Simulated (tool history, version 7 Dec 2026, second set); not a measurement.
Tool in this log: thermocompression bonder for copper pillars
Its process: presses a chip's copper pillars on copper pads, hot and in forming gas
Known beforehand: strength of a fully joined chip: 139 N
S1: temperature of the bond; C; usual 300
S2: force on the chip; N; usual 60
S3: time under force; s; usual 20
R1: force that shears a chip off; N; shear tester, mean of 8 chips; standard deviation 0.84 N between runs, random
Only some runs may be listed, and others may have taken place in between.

run   hour   S1  S2  S3    R1
  1      0  300  60  20  61.7
  2   20.3  300  60  18  59.3
  3   34.7  300  60  20  62.3
  4   62.2  300  60  20  63.2
  5   86.7  280  60  20  47.5
  6  106.6  280  60  20  45.9
  7  127.9  280  60  20  46.3
  8  153.4  300  60  12  50.6
  9  173.3  300  60  12  51.6
 10  198.4  300  60  12  49.5
 11  212.6  300  58  20  59.4
       216  -- heater calibrated with a thermocouple chip
 12  234.5  300  58  20  58.6
     244.7  -- forming gas filter changed
 13  252.2  300  58  20  62.8
 14  284.9  298  58  20  61.3
 15  315.5  298  58  20  58.8
 16  336.4  298  58  20  60.2
 17  352.1  298  58  20  60.2
     375.2  -- heater calibrated with a thermocouple chip, once more
 18  382.8  298  58  20  59.5
 19    399  311  60  20  74.1
 20  429.1  311  60  20  73.4
 21  457.8  311  60  20  71.9
 22  488.7  275  80  20  58.6
 23  519.9  275  80  20  60.5
 24  541.3  275  71  20  52.6
 25  570.1  302  76  15  73.5
 26  586.2  287  76  59  93.8
 27  603.3  301  56  20  58.9
 28  616.9  301  56  20  58.9
 29  630.9  301  56  20  58.1
 30  658.4  300  39  21  39.1
 31  679.6  284  36  24  29.4
 32  704.2  307  46  19  49.1
 33  722.3  326  46  35  76.4
 34  753.7  300  60  16    57
 35  778.5  300  43  58  63.3
 36    801  273  79  19  53.3
 37  826.2  300  66  13  56.6
 38    845  278  49  14  28.8
 39  860.7  309  60  20  66.2

How would selected steps in R1 from run to run divide? Give the signed amount a tool lacking its hidden state would still show from settings, what came in and random variation, and the signed amount left for the hidden state, including any gauge scatter that is not in both of the compared results.
Hidden state at play: true temperature of the bond over the reading, C; force that reaches the chip, % of what is set; oxide that the forming gas leaves, % of the face; drift of the gauge itself on shear_n, %.
Run 12 -> 13: forming gas filter changed. R1 +4.2 N: hidden state +4.1, all else +0.1.
Run 26 -> 27: S1 287 -> 301, S2 76 -> 56, S3 59 -> 20. R1 -34.9 N: hidden state +1.3, all else -36.2.
Run 37 -> 38: S1 300 -> 278, S2 66 -> 49, S3 13 -> 14. R1 -27.8 N: hidden state +3, all else -30.8.
Run 38 -> 39: S1 278 -> 309, S2 49 -> 60, S3 14 -> 20. R1 +37.4 N: hidden state -4.3, all else +41.7.
